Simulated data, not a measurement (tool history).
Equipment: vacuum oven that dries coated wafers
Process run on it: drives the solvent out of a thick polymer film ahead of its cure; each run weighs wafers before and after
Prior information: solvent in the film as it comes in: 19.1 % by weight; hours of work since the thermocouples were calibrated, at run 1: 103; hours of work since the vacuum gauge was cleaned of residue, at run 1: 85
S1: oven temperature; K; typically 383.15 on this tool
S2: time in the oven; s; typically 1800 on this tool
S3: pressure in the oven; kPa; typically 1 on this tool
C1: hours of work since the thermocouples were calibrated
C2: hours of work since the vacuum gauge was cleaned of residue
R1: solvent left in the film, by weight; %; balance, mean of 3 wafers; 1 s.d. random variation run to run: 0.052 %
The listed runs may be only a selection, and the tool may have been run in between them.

| run | day | S1 | S2 | S3 | C1 | C2 | R1 |
|---|---|---|---|---|---|---|---|
| 1 | 0 | 383.15 | 1800 | 1 | 103 | 85 | 1.29 |
| 2 | 0.679 | 383.15 | 1800 | 2.24 | 113 | 94 | 2.33 |
| 3 | 1.5 | 383.15 | 1800 | 2.24 | 124 | 105 | 2.33 |
| 4 | 2.058 | 383.15 | 1800 | 2.24 | 131 | 113 | 2.53 |
| 5 | 2.562 | 383.15 | 1800 | 2.24 | 138 | 120 | 2.47 |
| 6 | 3.383 | 383.15 | 1800 | 2.24 | 149 | 131 | 2.42 |
| 7 | 4.396 | 383.15 | 1800 | 2.24 | 163 | 145 | 2.41 |
|  | 4.546 | vacuum gauge cleaned of residue and calibrated |
| 8 | 5.138 | 383.15 | 1800 | 2.24 | 173 | 8 | 2.44 |
| 9 | 6.033 | 383.15 | 1800 | 2.24 | 185 | 20 | 2.41 |
| 10 | 6.508 | 376.15 | 1920 | 1.69 | 191 | 27 | 3.16 |
| 11 | 7.108 | 383.15 | 1800 | 2.13 | 199 | 35 | 2.32 |
| 12 | 7.746 | 382.15 | 3000 | 1.15 | 208 | 44 | 1.14 |
|  | 8.504 | vacuum gauge cleaned of residue and calibrated, once more |
| 13 | 8.875 | 395.15 | 2760 | 0.6 | 223 | 5 | 0.35 |
| 14 | 9.588 | 380.15 | 2700 | 3.88 | 232 | 15 | 3.71 |
| 15 | 10.192 | 380.15 | 2700 | 3.88 | 241 | 23 | 3.77 |
| 16 | 10.779 | 382.15 | 1260 | 1 | 249 | 31 | 2.68 |
| 17 | 11.721 | 382.15 | 1260 | 1 | 262 | 44 | 2.63 |
| 18 | 12.346 | 370.15 | 3120 | 0.52 | 270 | 52 | 1.88 |

Branching from run 18: 3 alternative next runs. What would each branch give?
| A | 13.358 | 370.15 | 1560 | 3.25 | 284 | 66 | ? |
| B | 13.358 | 387.15 | 1440 | 1.5 | 284 | 66 | ? |
| C | 13.358 | 370.15 | 3120 | 1.2 | 284 | 66 | ? |

| run | R1 |
|---|---|
| A | 7.88 |
| B | 1.81 |
| C | 2.76 |
Stripped of hidden state, with their random variation kept, the same runs would have yielded:
| run | R1 |
|---|---|
| A | 7.71 |
| B | 1.74 |
| C | 2.65 |
